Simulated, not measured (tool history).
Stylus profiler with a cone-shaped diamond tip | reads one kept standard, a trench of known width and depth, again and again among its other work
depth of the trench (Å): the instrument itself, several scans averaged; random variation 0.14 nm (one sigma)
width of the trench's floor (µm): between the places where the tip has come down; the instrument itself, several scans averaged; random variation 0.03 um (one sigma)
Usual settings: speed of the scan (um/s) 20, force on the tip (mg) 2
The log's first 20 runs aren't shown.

run	day	speed of the scan (um/s)	force on the tip (mg)	scans with this tip	hours of work since the height scale was calibrated	depth of the trench (Å)	width of the trench's floor (µm)
21	11.479	20	1.25	1416	229	5042	95.46
22	11.942	20	0.94	1466	237	5033.4	95.47
23	12.788	20	0.94	1557	252	5032.8	95.47
24	13.225	26	1.59	1605	259	5047.8	95.46
25	13.7	58	2.91	1656	268	5072.9	95.33
26	14.425	55	2.46	1735	280	5064.4	95.3
27	15.233	50	5.09	1823	295	5103.1	95.42
28	15.7	6	2.66	1874	303	5070.4	95.66
29	16.538	5	2.19	1964	318	5060.2	95.61
30	17.021	5	2.19	2017	326	5060.7	95.59
31	17.521	5	2.19	2071	335	5058.7	95.62
32	18.088	20	3.08	2132	345	5074.2	95.54
33	18.829	15	1.85	2213	358	5055.3	95.52
34	19.367	20	3.5	2272	367	5080.2	95.55
35	19.825	7	1.73	2321	375	5050.4	95.61

Forecast each of these 5 alternatives for the next run:
A	20.433	39	5.42	2387	386	?	?
B	20.433	55	3.1	2387	386	?	?
C	20.433	54	0.68	2387	386	?	?
D	20.433	7	3.7	2387	386	?	?
E	20.433	40	1.58	2387	386	?	?

run	depth of the trench (Å)	width of the trench's floor (µm)
A	5109.9	95.45
B	5078.7	95.33
C	5030.5	94.98
D	5084.8	95.65
E	5047.3	95.33
Without the tool's hidden state the same runs would have given:
run	depth of the trench (Å)	width of the trench's floor (µm)
A	5110	95.45
B	5078.8	95.33
C	5030.6	94.99
D	5084.9	95.65
E	5047.4	95.34

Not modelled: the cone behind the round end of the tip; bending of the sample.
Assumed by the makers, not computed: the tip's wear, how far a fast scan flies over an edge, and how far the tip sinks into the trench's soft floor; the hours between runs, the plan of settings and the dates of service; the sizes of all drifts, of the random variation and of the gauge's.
